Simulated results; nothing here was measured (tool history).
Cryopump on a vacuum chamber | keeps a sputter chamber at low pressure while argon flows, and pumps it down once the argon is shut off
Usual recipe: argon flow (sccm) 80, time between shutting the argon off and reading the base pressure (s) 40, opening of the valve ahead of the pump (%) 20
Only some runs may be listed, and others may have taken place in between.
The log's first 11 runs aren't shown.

run	hour	argon flow (sccm)	time between shutting the argon off and reading the base pressure (s)	opening of the valve ahead of the pump (%)	hours of work since the pump was warmed up and emptied	hours of work since the cold head was overhauled	hours of work since the chamber's fittings were tightened	pressure while argon flows (Pa)	pressure after the wait (uPa)
12	232.2	80	40	20	873	873	1678	0.4629	2.54
13	251.6	80	40	20	889	889	1694	0.4635	2.56
14	274.3	80	40	20	908	908	1713	0.4659	2.63
15	296.7	80	40	20	926	926	1731	0.462	2.63
16	309.7	80	40	20	937	937	1742	0.4667	2.54
# hour 334.1: pump warmed up, emptied and cooled again
17	341.5	80	40	20	6	959	1763	0.4463	2.36
18	358.7	80	40	20	20	973	1778	0.4422	2.46
19	377.3	40	34	26	35	988	1793	0.1701	2.68
20	406.5	124	257	20	59	1012	1817	0.6901	1.14
# hour 417.9: leaking fittings of the chamber tightened, without venting
21	425.1	82	24	19	73	1025	6	0.4808	2.8
22	451.8	45	141	20	95	1047	28	0.2505	0.69
23	469.5	38	41	23	109	1062	42	0.1851	1.69
24	497.1	35	41	20	132	1084	65	0.1948	1.7
25	514.8	35	41	20	146	1099	79	0.1957	1.76
26	529.7	35	41	20	158	1111	91	0.1967	1.81
27	547.8	112	40	20	173	1125	106	0.6244	1.78
28	567.9	112	40	22	189	1142	123	0.5703	1.79
29	588.8	80	40	18	206	1159	140	0.4993	1.81
30	617.1	80	92	46	230	1182	163	0.1983	0.98
31	636.2	80	40	20	245	1198	178	0.4518	1.83
32	654.3	95	93	20	260	1212	193	0.5328	1.01
33	676.3	95	93	20	278	1230	211	0.5341	0.96
34	699.9	80	45	25	297	1250	230	0.3595	1.71

Here are 3 independent what-if runs from the current tool condition. What would each one return?
A	725.9	42	40	42	318	1271	252	?	?
B	725.9	33	67	20	318	1271	252	?	?
C	725.9	80	74	28	318	1271	252	?	?

run	pressure while argon flows (Pa)	pressure after the wait (uPa)
A	0.1155	1.76
B	0.1873	1.22
C	0.3251	1.14
What these runs would have given with no unlogged condition in the tool:
run	pressure while argon flows (Pa)	pressure after the wait (uPa)
A	0.1113	1.63
B	0.184	1.09
C	0.317	1.01
